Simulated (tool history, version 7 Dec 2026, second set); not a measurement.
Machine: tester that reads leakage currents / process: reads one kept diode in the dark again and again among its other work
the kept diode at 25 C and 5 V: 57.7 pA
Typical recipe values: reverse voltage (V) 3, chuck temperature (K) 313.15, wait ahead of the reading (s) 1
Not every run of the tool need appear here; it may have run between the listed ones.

| run | hour | reverse voltage (V) | chuck temperature (K) | wait ahead of the reading (s) | current that the tester gives (pA) |
|---|---|---|---|---|---|
| 1 | 0 | 3 | 313.15 | 1 | 179.85 |
| 2 | 113.8 | 3 | 313.15 | 1 | 178.68 |
| 3 | 170.8 | 3 | 313.15 | 0.61 | 178.76 |
| 4 | 235.1 | 3 | 313.15 | 1 | 178.89 |
|  | 279.9 | probe card cleaned and baked |
| 5 | 346 | 3 | 298.15 | 1 | 42.55 |
| 6 | 413.7 | 3 | 298.15 | 1 | 42.14 |
| 7 | 510.2 | 3 | 298.15 | 1 | 42.54 |
| 8 | 607.9 | 3 | 298.15 | 3.57 | 42.07 |
| 9 | 737.5 | 3 | 298.15 | 3.57 | 41.7 |
| 10 | 841.1 | 3 | 313.15 | 1 | 165.57 |
| 11 | 906 | 18.27 | 313.15 | 1 | 402.36 |
| 12 | 982 | 3 | 294.15 | 1 | 29.26 |
| 13 | 1068.7 | 3 | 299.15 | 1 | 46.61 |
| 14 | 1148.8 | 3 | 299.15 | 1 | 46.59 |
|  | 1200.2 | chuck's temperature calibrated |
| 15 | 1276.6 | 3 | 313.15 | 1 | 162.42 |
| 16 | 1354.8 | 3 | 313.15 | 1 | 160.56 |
|  | 1470.3 | chuck's temperature calibrated, once more |
| 17 | 1470.3 | 3 | 313.15 | 1 | 187.06 |
| 18 | 1570.4 | 3 | 304.15 | 1 | 84.49 |
| 19 | 1633.3 | 3 | 304.15 | 1 | 83.94 |
| 20 | 1746.6 | 3 | 304.15 | 1 | 84.36 |
| 21 | 1874.5 | 3 | 304.15 | 1 | 83.66 |
| 22 | 1949.9 | 3 | 304.15 | 1 | 83.82 |
| 23 | 2022.9 | 3 | 304.15 | 1 | 83.85 |
| 24 | 2120.3 | 3 | 304.15 | 1 | 83.75 |

Run 25 comes next. What will it give?
| 25 | 2196.9 | 3 | 304.15 | 1 | ? |

Run 25 yielded current that the tester gives (pA) 83.07.
Were there no unlogged condition in the tool, this run, its random variation unchanged, would have produced current that the tester gives (pA) 80.19.

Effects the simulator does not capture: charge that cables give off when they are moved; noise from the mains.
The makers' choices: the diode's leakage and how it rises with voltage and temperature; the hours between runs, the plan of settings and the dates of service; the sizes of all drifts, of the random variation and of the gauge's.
